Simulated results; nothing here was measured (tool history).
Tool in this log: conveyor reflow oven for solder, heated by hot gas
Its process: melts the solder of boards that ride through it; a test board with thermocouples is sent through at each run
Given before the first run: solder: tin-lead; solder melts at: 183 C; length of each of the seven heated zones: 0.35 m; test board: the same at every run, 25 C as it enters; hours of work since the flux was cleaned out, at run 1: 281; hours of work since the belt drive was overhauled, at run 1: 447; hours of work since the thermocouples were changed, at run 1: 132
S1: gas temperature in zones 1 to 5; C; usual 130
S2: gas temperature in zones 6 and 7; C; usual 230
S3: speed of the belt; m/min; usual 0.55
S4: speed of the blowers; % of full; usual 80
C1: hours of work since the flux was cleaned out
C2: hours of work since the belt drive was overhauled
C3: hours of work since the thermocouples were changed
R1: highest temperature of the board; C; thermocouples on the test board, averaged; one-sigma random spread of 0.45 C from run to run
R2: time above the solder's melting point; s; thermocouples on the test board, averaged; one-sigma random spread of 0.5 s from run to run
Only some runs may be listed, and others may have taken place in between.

run 1 hour=0 | S1=130 S2=230 S3=0.55 S4=80 | C1=281 C2=447 C3=132 | R1=213.2 R2=52.4
run 2 hour=34.4 | S1=130 S2=230 S3=0.55 S4=80 | C1=305 C2=470 C3=156 | R1=213.1 R2=51.3
run 3 hour=68.4 | S1=130 S2=230 S3=0.55 S4=80 | C1=329 C2=494 C3=179 | R1=213.2 R2=51.2
run 4 hour=89.3 | S1=130 S2=230 S3=0.55 S4=85 | C1=343 C2=508 C3=194 | R1=213.5 R2=53
run 5 hour=117.5 | S1=130 S2=230 S3=0.55 S4=85 | C1=363 C2=528 C3=213 | R1=212.7 R2=52.8
run 6 hour=152.9 | S1=130 S2=230 S3=0.55 S4=53 | C1=387 C2=553 C3=238 | R1=206.8 R2=45.2
run 7 hour=184.8 | S1=130 S2=230 S3=0.55 S4=53 | C1=409 C2=575 C3=260 | R1=206.2 R2=44.9
run 8 hour=212.3 | S1=130 S2=230 S3=0.504 S4=80 | C1=428 C2=594 C3=279 | R1=214.3 R2=59
-- hour=226.1 flux residue cleaned out of gas plates and filters
run 9 hour=235.9 | S1=130 S2=230 S3=0.55 S4=80 | C1=7 C2=607 C3=292 | R1=215.7 R2=55
run 10 hour=266.4 | S1=130 S2=230 S3=0.55 S4=80 | C1=28 C2=628 C3=313 | R1=214.5 R2=54.7
run 11 hour=290.1 | S1=130 S2=230 S3=0.55 S4=80 | C1=44 C2=644 C3=329 | R1=214.9 R2=55.4
run 12 hour=309.3 | S1=130 S2=230 S3=0.55 S4=80 | C1=58 C2=657 C3=343 | R1=215.1 R2=53.5
run 13 hour=335.9 | S1=130 S2=230 S3=0.55 S4=81 | C1=76 C2=676 C3=361 | R1=214.8 R2=55
run 14 hour=377.5 | S1=130 S2=230 S3=0.55 S4=81 | C1=105 C2=705 C3=390 | R1=214.7 R2=54.6
run 15 hour=407.4 | S1=130 S2=239 S3=0.55 S4=82 | C1=126 C2=725 C3=411 | R1=221.7 R2=61.2
run 16 hour=429.9 | S1=130 S2=230 S3=0.477 S4=80 | C1=141 C2=741 C3=426 | R1=217.8 R2=66
run 17 hour=458.4 | S1=130 S2=230 S3=0.477 S4=80 | C1=161 C2=761 C3=446 | R1=217.4 R2=66.4
run 18 hour=494.8 | S1=130 S2=235 S3=0.55 S4=67 | C1=186 C2=786 C3=471 | R1=216.2 R2=53.8
run 19 hour=522.7 | S1=130 S2=235 S3=0.55 S4=67 | C1=206 C2=805 C3=491 | R1=215.8 R2=53.6
run 20 hour=539.5 | S1=121 S2=238 S3=0.55 S4=80 | C1=217 C2=817 C3=502 | R1=218.6 R2=54.8
run 21 hour=580.2 | S1=130 S2=241 S3=0.55 S4=62 | C1=245 C2=845 C3=530 | R1=218.6 R2=57.2
run 22 hour=610.6 | S1=129 S2=230 S3=0.507 S4=80 | C1=267 C2=866 C3=552 | R1=214.5 R2=59.6
run 23 hour=648.8 | S1=116 S2=220 S3=0.55 S4=80 | C1=293 C2=893 C3=578 | R1=200.5 R2=36.2
run 24 hour=676.1 | S1=116 S2=220 S3=0.55 S4=80 | C1=312 C2=912 C3=597 | R1=201.2 R2=37.2
run 25 hour=707.6 | S1=130 S2=230 S3=0.55 S4=58 | C1=334 C2=933 C3=619 | R1=208.2 R2=46.8
run 26 hour=749.2 | S1=143 S2=226 S3=0.581 S4=51 | C1=363 C2=962 C3=648 | R1=203.9 R2=42.9

Hidden state at the last listed run before each entry between runs and at the first one after, where it differs:
From run 8 to run 9: flux residue cleaned out of gas plates and filters (hour 226.1)
  heat that the gas passes to the board, % of a clean oven's: 85.8 -> 99.1; belt's true speed, % of the reading: 98.31 -> 98.27; true gas temperature in zones 6 and 7 over the reading, C: -1.45 -> -1.5
  what was measured, less what the result would be without the hidden state, R1: -4.3 -> -1 C; R2: -3.5 -> +0.2 s

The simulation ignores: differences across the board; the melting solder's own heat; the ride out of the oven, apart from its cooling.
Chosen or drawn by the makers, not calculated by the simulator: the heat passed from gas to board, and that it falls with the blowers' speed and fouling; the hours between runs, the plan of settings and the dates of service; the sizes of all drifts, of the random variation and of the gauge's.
